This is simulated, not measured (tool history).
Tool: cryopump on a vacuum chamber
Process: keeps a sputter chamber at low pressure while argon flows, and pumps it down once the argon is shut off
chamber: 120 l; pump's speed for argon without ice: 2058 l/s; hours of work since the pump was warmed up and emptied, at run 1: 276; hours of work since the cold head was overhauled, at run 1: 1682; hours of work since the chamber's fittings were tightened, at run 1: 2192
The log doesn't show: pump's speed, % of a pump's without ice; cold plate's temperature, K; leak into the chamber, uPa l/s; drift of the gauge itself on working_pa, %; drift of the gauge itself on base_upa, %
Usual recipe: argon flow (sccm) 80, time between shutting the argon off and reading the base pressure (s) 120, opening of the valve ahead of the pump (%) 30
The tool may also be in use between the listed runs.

| run | hour | argon flow (sccm) | time between shutting the argon off and reading the base pressure (s) | opening of the valve ahead of the pump (%) | hours of work since the pump was warmed up and emptied | hours of work since the cold head was overhauled | hours of work since the chamber's fittings were tightened | pressure while argon flows (Pa) | pressure after the wait (uPa) |
|---|---|---|---|---|---|---|---|---|---|
| 1 | 0.0 | 80 | 120 | 30 | 276 | 1682 | 2192 | 0.2308 | 1.07 |
| 2 | 97.9 | 80 | 120 | 30 | 352 | 1758 | 2267 | 0.2334 | 1.17 |
| 3 | 149.6 | 80 | 120 | 30 | 391 | 1798 | 2307 | 0.2340 | 1.16 |
| 4 | 212.8 | 102 | 120 | 30 | 440 | 1847 | 2356 | 0.3010 | 1.20 |
| 5 | 307.0 | 102 | 120 | 30 | 513 | 1919 | 2429 | 0.3085 | 1.32 |
| 6 | 395.8 | 102 | 120 | 30 | 581 | 1988 | 2497 | 0.3121 | 1.41 |
|  | 472.3 | pump warmed up, emptied and cooled again |
| 7 | 522.0 | 102 | 120 | 30 | 38 | 2081 | 2591 | 0.2810 | 1.07 |
| 8 | 590.3 | 102 | 120 | 30 | 91 | 2134 | 2643 | 0.2871 | 1.13 |
| 9 | 682.8 | 102 | 120 | 30 | 162 | 2206 | 2715 | 0.2892 | 1.19 |
| 10 | 768.1 | 155 | 32 | 31 | 228 | 2271 | 2781 | 0.4266 | 1.78 |
| 11 | 889.7 | 80 | 120 | 55 | 322 | 2365 | 2874 | 0.1334 | 1.36 |
| 12 | 958.9 | 59 | 249 | 44 | 376 | 2419 | 2928 | 0.1225 | 1.27 |
| 13 | 1065.9 | 59 | 249 | 44 | 458 | 2501 | 3010 | 0.1239 | 1.31 |
| 14 | 1123.2 | 144 | 180 | 36 | 502 | 2545 | 3055 | 0.3684 | 1.46 |
| 15 | 1186.3 | 144 | 180 | 36 | 551 | 2594 | 3103 | 0.3687 | 1.49 |
|  | 1298.0 | pump warmed up, emptied and cooled again |
| 16 | 1298.0 | 144 | 180 | 36 | 0 | 2676 | 3186 | 0.3324 | 1.20 |
| 17 | 1347.2 | 42 | 103 | 16 | 38 | 2714 | 3224 | 0.2185 | 1.29 |
| 18 | 1414.8 | 149 | 237 | 58 | 90 | 2767 | 3276 | 0.2199 | 1.23 |

Branching from run 18: 5 alternative next runs. What would each branch give?
| A | 1485.7 | 33 | 120 | 50 | 145 | 2821 | 3330 | ? | ? |
| B | 1485.7 | 144 | 120 | 30 | 145 | 2821 | 3330 | ? | ? |
| C | 1485.7 | 68 | 54 | 37 | 145 | 2821 | 3330 | ? | ? |
| D | 1485.7 | 62 | 28 | 32 | 145 | 2821 | 3330 | ? | ? |
| E | 1485.7 | 57 | 25 | 30 | 145 | 2821 | 3330 | ? | ? |

| run | pressure while argon flows (Pa) | pressure after the wait (uPa) |
|---|---|---|
| A | 0.0576 | 1.34 |
| B | 0.4086 | 1.39 |
| C | 0.1577 | 1.68 |
| D | 0.1638 | 2.04 |
| E | 0.1617 | 2.18 |
The same runs, with their run-to-run variation unchanged, on a tool lacking any hidden condition would have given:
| run | pressure while argon flows (Pa) | pressure after the wait (uPa) |
|---|---|---|
| A | 0.0546 | 0.30 |
| B | 0.3955 | 0.35 |
| C | 0.1515 | 0.61 |
| D | 0.1583 | 0.99 |
| E | 0.1566 | 1.14 |

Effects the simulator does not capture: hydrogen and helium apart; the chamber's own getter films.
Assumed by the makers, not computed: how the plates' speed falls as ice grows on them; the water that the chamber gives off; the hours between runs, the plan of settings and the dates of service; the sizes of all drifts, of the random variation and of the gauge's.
